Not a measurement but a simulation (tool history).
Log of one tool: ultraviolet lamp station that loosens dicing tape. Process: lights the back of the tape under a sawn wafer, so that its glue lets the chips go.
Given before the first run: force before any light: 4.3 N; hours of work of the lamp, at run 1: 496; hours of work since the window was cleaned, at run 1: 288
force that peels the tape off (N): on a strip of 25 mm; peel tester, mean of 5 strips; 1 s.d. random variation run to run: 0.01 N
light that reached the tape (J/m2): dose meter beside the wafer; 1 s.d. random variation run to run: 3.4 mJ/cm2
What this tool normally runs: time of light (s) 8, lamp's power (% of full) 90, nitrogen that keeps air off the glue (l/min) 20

| run | hour | time of light (s) | lamp's power (% of full) | nitrogen that keeps air off the glue (l/min) | hours of work of the lamp | hours of work since the window was cleaned | force that peels the tape off (N) | light that reached the tape (J/m2) |
|---|---|---|---|---|---|---|---|---|
| 1 | 0 | 8 | 90 | 20 | 496 | 288 | 0.647 | 4390 |
| 2 | 47.9 | 8 | 90 | 20 | 518 | 310 | 0.61 | 4400 |
| 3 | 75.5 | 8 | 90 | 20 | 531 | 323 | 0.646 | 4420 |
| 4 | 105.6 | 8 | 90 | 20 | 545 | 336 | 0.671 | 4380 |
|  | 111.7 | window cleaned of glue's vapour |
| 5 | 130.7 | 8 | 99 | 20 | 556 | 9 | 0.634 | 4590 |
| 6 | 180.3 | 4 | 99 | 20 | 578 | 31 | 1.519 | 2300 |
| 7 | 227.9 | 8 | 64 | 20 | 600 | 53 | 1.162 | 2870 |
| 8 | 250 | 8 | 64 | 20 | 610 | 63 | 1.227 | 2890 |
|  | 286.4 | window cleaned of glue's vapour, once more |
| 9 | 289.8 | 8 | 90 | 20 | 628 | 2 | 0.592 | 4490 |
| 10 | 321.1 | 7 | 90 | 20 | 642 | 16 | 0.752 | 3890 |
| 11 | 368 | 7 | 90 | 25 | 664 | 37 | 0.666 | 3840 |
| 12 | 398.6 | 7 | 97 | 25 | 678 | 51 | 0.62 | 4170 |
| 13 | 443.2 | 7 | 97 | 25 | 698 | 72 | 0.623 | 4140 |
| 14 | 476.9 | 7 | 97 | 25 | 714 | 87 | 0.635 | 4080 |
| 15 | 519.6 | 7 | 97 | 25 | 733 | 106 | 0.651 | 4000 |
| 16 | 557.1 | 8 | 90 | 20 | 750 | 124 | 0.674 | 4280 |
| 17 | 605.3 | 8 | 90 | 20 | 772 | 146 | 0.68 | 4240 |
| 18 | 648.1 | 8 | 90 | 11 | 792 | 165 | 1.008 | 4220 |
| 19 | 670.1 | 8 | 64 | 11 | 802 | 175 | 1.556 | 2960 |
| 20 | 693.1 | 8 | 64 | 11 | 812 | 186 | 1.474 | 2930 |
| 21 | 716.6 | 8 | 90 | 20 | 823 | 196 | 0.703 | 4100 |
| 22 | 766.3 | 13 | 90 | 20 | 846 | 219 | 0.329 | 6620 |
| 23 | 788.1 | 13 | 62 | 10 | 856 | 229 | 0.952 | 4480 |
| 24 | 835.6 | 11 | 84 | 9 | 877 | 251 | 0.875 | 5150 |
| 25 | 874.1 | 11 | 84 | 9 | 895 | 268 | 0.872 | 5060 |
| 26 | 906.6 | 10 | 89 | 6 | 910 | 283 | 1.098 | 4880 |
| 27 | 945.5 | 8 | 70 | 20 | 927 | 301 | 1.091 | 3050 |
| 28 | 987.8 | 10 | 70 | 22 | 947 | 320 | 0.773 | 3730 |
| 29 | 1010.4 | 10 | 70 | 11 | 957 | 331 | 1.163 | 3710 |
|  | 1028.4 | window cleaned of glue's vapour |
| 30 | 1041.6 | 10 | 90 | 9 | 971 | 6 | 0.842 | 5110 |
| 31 | 1089.2 | 10 | 90 | 9 | 993 | 28 | 0.876 | 5030 |
| 32 | 1138 | 8 | 100 | 22 | 1015 | 50 | 0.608 | 4440 |
| 33 | 1179.7 | 9 | 90 | 35 | 1034 | 69 | 0.467 | 4420 |
| 34 | 1227.2 | 8 | 60 | 7 | 1056 | 91 | 1.981 | 2640 |
| 35 | 1260.2 | 4 | 87 | 11 | 1071 | 106 | 2.181 | 1840 |
| 36 | 1281.8 | 8 | 79 | 9 | 1081 | 116 | 1.455 | 3350 |
| 37 | 1312.5 | 8 | 66 | 8 | 1095 | 130 | 1.758 | 2850 |
| 38 | 1335.5 | 8 | 82 | 20 | 1105 | 140 | 0.896 | 3440 |
| 39 | 1365.5 | 12 | 65 | 11 | 1119 | 154 | 1.027 | 4110 |
| 40 | 1410.3 | 12 | 65 | 11 | 1139 | 174 | 1.034 | 4050 |
| 41 | 1437.4 | 12 | 65 | 11 | 1152 | 187 | 1.044 | 4050 |
| 42 | 1475.6 | 5 | 61 | 25 | 1169 | 204 | 1.991 | 1570 |
| 43 | 1523 | 5 | 61 | 25 | 1191 | 226 | 1.962 | 1530 |

Table of differences, measured result less the result of that run with no hidden state. Run-to-run variation is the same in both. Gauge scatter possibly is not:
The hidden state here: lamp's light, % of a new lamp's; light that the window lets through, % of a clean one's; drift of the gauge itself on peel_n, %; drift of the gauge itself on dose_mj_cm2, %.
| run | force that peels the tape off (N) | light that reached the tape (J/m2) |
|---|---|---|
| 1 | +0.178 | -920 |
| 2 | +0.176 | -970 |
| 3 | +0.191 | -1000 |
| 4 | +0.201 | -1020 |
| 5 | +0.228 | -1360 |
| 6 | +0.397 | -710 |
| 7 | +0.37 | -940 |
| 8 | +0.398 | -950 |
| 9 | +0.156 | -900 |
| 10 | +0.198 | -810 |
| 11 | +0.188 | -850 |
| 12 | +0.18 | -940 |
| 13 | +0.192 | -980 |
| 14 | +0.198 | -1010 |
| 15 | +0.21 | -1040 |
| 16 | +0.224 | -1140 |
| 17 | +0.234 | -1190 |
| 18 | +0.32 | -1230 |
| 19 | +0.397 | -880 |
| 20 | +0.382 | -890 |
| 21 | +0.258 | -1280 |
| 22 | +0.112 | -2170 |
| 23 | +0.338 | -1500 |
| 24 | +0.331 | -1790 |
| 25 | +0.336 | -1850 |
| 26 | +0.388 | -1810 |
| 27 | +0.402 | -1160 |
| 28 | +0.33 | -1490 |
| 29 | +0.443 | -1500 |
| 30 | +0.3 | -1640 |
| 31 | +0.318 | -1690 |
| 32 | +0.247 | -1540 |
| 33 | +0.19 | -1610 |
| 34 | +0.484 | -990 |
| 35 | +0.486 | -730 |
| 36 | +0.483 | -1340 |
| 37 | +0.503 | -1130 |
| 38 | +0.372 | -1440 |
| 39 | +0.421 | -1720 |
| 40 | +0.432 | -1760 |
| 41 | +0.442 | -1820 |
| 42 | +0.579 | -710 |
| 43 | +0.584 | -730 |
